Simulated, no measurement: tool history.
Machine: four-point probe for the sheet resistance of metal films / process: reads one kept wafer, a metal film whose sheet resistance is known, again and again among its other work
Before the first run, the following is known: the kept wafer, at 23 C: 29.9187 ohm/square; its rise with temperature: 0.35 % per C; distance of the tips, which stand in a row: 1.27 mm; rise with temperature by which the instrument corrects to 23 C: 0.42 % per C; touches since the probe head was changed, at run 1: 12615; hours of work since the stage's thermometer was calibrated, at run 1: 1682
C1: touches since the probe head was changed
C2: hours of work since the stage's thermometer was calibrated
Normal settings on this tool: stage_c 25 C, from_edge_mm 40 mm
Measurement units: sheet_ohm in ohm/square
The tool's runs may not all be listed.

run 1 hour=0.0 | stage_c=25 from_edge_mm=40 | C1=12615 C2=1682 | sheet_ohm=29.786245
run 2 hour=37.8 | stage_c=25 from_edge_mm=40 | C1=13063 C2=1702 | sheet_ohm=29.791090
run 3 hour=63.8 | stage_c=25 from_edge_mm=40 | C1=13370 C2=1716 | sheet_ohm=29.796341
run 4 hour=105.3 | stage_c=25 from_edge_mm=40 | C1=13861 C2=1738 | sheet_ohm=29.803324
run 5 hour=142.3 | stage_c=21 from_edge_mm=40 | C1=14299 C2=1757 | sheet_ohm=29.877134
-- hour=145.6 stage's thermometer calibrated
run 6 hour=187.1 | stage_c=29 from_edge_mm=40 | C1=14823 C2=22 | sheet_ohm=29.678962
-- hour=225.6 stage's thermometer calibrated, once more
run 7 hour=229.7 | stage_c=29 from_edge_mm=40 | C1=15322 C2=2 | sheet_ohm=29.796517
run 8 hour=271.6 | stage_c=25 from_edge_mm=6 | C1=15818 C2=24 | sheet_ohm=30.565177
run 9 hour=325.1 | stage_c=25 from_edge_mm=50 | C1=16450 C2=53 | sheet_ohm=29.872235
run 10 hour=347.3 | stage_c=31 from_edge_mm=6 | C1=16713 C2=64 | sheet_ohm=30.448141
run 11 hour=374.1 | stage_c=34 from_edge_mm=8 | C1=17030 C2=78 | sheet_ohm=30.086394
run 12 hour=411.6 | stage_c=34 from_edge_mm=8 | C1=17474 C2=98 | sheet_ohm=30.090978
run 13 hour=462.0 | stage_c=35 from_edge_mm=59 | C1=18070 C2=125 | sheet_ohm=29.675913
run 14 hour=509.9 | stage_c=18 from_edge_mm=51 | C1=18638 C2=150 | sheet_ohm=30.041462
run 15 hour=533.9 | stage_c=25 from_edge_mm=39 | C1=18921 C2=163 | sheet_ohm=29.886376
run 16 hour=572.9 | stage_c=25 from_edge_mm=39 | C1=19383 C2=183 | sheet_ohm=29.896020

5 options for the next run, each taken on its own from the tool as it stands now. Forecast them:
run A hour=599.2 | stage_c=34 from_edge_mm=6 | C1=19694 C2=197 | sheet_ohm=?
run B hour=599.2 | stage_c=24 from_edge_mm=40 | C1=19694 C2=197 | sheet_ohm=?
run C hour=599.2 | stage_c=18 from_edge_mm=40 | C1=19694 C2=197 | sheet_ohm=?
run D hour=599.2 | stage_c=33 from_edge_mm=14 | C1=19694 C2=197 | sheet_ohm=?
run E hour=599.2 | stage_c=28 from_edge_mm=9 | C1=19694 C2=197 | sheet_ohm=?

run=A sheet_ohm=30.398158
run=B sheet_ohm=29.917366
run=C sheet_ohm=30.048743
run=D sheet_ohm=29.844748
run=E sheet_ohm=30.131447
Stripped of hidden state, with their random variation kept, the same runs would have yielded:
run=A sheet_ohm=30.394832
run=B sheet_ohm=29.914338
run=C sheet_ohm=30.045871
run=D sheet_ohm=29.841492
run=E sheet_ohm=30.128297
